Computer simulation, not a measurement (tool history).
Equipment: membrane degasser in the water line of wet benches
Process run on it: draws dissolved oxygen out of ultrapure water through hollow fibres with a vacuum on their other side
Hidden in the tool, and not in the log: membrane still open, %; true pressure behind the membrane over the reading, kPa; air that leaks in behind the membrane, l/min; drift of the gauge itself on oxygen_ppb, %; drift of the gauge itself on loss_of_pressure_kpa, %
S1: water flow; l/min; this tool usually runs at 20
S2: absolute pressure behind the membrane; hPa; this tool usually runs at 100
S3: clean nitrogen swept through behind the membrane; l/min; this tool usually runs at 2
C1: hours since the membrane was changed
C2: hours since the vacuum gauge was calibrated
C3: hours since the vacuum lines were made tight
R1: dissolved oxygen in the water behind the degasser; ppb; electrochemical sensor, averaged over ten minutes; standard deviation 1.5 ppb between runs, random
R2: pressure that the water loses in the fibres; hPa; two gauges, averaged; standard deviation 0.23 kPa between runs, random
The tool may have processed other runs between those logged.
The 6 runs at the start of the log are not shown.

run 7 day=36.938 | S1=20 S2=100 S3=1.05 | C1=7648 C2=4850 C3=14510 | R1=299.6 R2=612
run 8 day=40.817 | S1=20 S2=100 S3=1.05 | C1=7741 C2=4944 C3=14603 | R1=300.2 R2=618.3
run 9 day=46.596 | S1=20 S2=100 S3=1.05 | C1=7880 C2=5082 C3=14742 | R1=295.7 R2=614.9
run 10 day=50.354 | S1=20 S2=100 S3=1.05 | C1=7970 C2=5172 C3=14832 | R1=292.8 R2=614.8
-- day=56.25 seals of the vacuum lines changed
run 11 day=56.25 | S1=20 S2=100 S3=1.46 | C1=8110 C2=5312 C3=0 | R1=218.2 R2=612.8
run 12 day=61.325 | S1=20 S2=100 S3=2 | C1=8232 C2=5434 C3=122 | R1=166.1 R2=617.4
run 13 day=64.95 | S1=20 S2=100 S3=2 | C1=8319 C2=5521 C3=209 | R1=164.4 R2=615.9
run 14 day=68.988 | S1=20 S2=100 S3=1.42 | C1=8415 C2=5618 C3=306 | R1=222.3 R2=618.5
run 15 day=74.992 | S1=20 S2=100 S3=1.42 | C1=8560 C2=5762 C3=450 | R1=223.8 R2=618.1
run 16 day=81.696 | S1=20 S2=100 S3=1.42 | C1=8721 C2=5923 C3=611 | R1=225.1 R2=618.5
run 17 day=89.471 | S1=20 S2=90 S3=4.34 | C1=8907 C2=6109 C3=797 | R1=72.4 R2=614.7
run 18 day=96.796 | S1=25 S2=234 S3=4.62 | C1=9083 C2=6285 C3=973 | R1=272.2 R2=774.5
run 19 day=102.138 | S1=20 S2=155 S3=2.44 | C1=9211 C2=6413 C3=1101 | R1=242.6 R2=618.1
run 20 day=107.833 | S1=20 S2=155 S3=2.44 | C1=9348 C2=6550 C3=1238 | R1=243.5 R2=619.3
run 21 day=114.608 | S1=23 S2=155 S3=2.44 | C1=9510 C2=6713 C3=1401 | R1=278.8 R2=712.9
run 22 day=121.546 | S1=23 S2=155 S3=2.44 | C1=9677 C2=6879 C3=1567 | R1=275.8 R2=708.2
run 23 day=128.429 | S1=23 S2=155 S3=2.44 | C1=9842 C2=7044 C3=1732 | R1=274.8 R2=712.5
run 24 day=134.354 | S1=23 S2=155 S3=2.44 | C1=9984 C2=7186 C3=1875 | R1=279.1 R2=710.8
run 25 day=142.258 | S1=18 S2=167 S3=4.32 | C1=10174 C2=7376 C3=2064 | R1=142.9 R2=557
run 26 day=145.633 | S1=24 S2=128 S3=1.88 | C1=10255 C2=7457 C3=2145 | R1=292.8 R2=742.6
run 27 day=151.908 | S1=16 S2=128 S3=1.13 | C1=10406 C2=7608 C3=2296 | R1=310.4 R2=495.5
run 28 day=159.517 | S1=16 S2=128 S3=1.13 | C1=10588 C2=7790 C3=2478 | R1=311.3 R2=496.3
run 29 day=164.854 | S1=16 S2=128 S3=1.13 | C1=10716 C2=7918 C3=2606 | R1=315.7 R2=497.9
run 30 day=169.329 | S1=16 S2=128 S3=1.13 | C1=10824 C2=8026 C3=2714 | R1=312.3 R2=498.2
-- day=174.933 vacuum gauge calibrated
run 31 day=175.425 | S1=16 S2=128 S3=1.13 | C1=10969 C2=12 C3=2860 | R1=308.2 R2=495.5

Below are 4 alternative next runs, each starting from the tool's condition after run 31. Predict each:
run A day=178.675 | S1=20 S2=69 S3=3.69 | C1=11047 C2=90 C3=2938 | R1=? R2=?
run B day=178.675 | S1=20 S2=185 S3=1.39 | C1=11047 C2=90 C3=2938 | R1=? R2=?
run C day=178.675 | S1=15 S2=124 S3=2.04 | C1=11047 C2=90 C3=2938 | R1=? R2=?
run D day=178.675 | S1=31 S2=72 S3=1.13 | C1=11047 C2=90 C3=2938 | R1=? R2=?

run=A R1=54.8 R2=621.2
run=B R1=487.4 R2=618.7
run=C R1=163 R2=467
run=D R1=256.5 R2=970.9
Take away the tool's hidden state, keep each run's random variation, and the runs would have read:
run=A R1=53 R2=600.9
run=B R1=483.9 R2=598.5
run=C R1=161.2 R2=451.7
run=D R1=251.3 R2=939.1

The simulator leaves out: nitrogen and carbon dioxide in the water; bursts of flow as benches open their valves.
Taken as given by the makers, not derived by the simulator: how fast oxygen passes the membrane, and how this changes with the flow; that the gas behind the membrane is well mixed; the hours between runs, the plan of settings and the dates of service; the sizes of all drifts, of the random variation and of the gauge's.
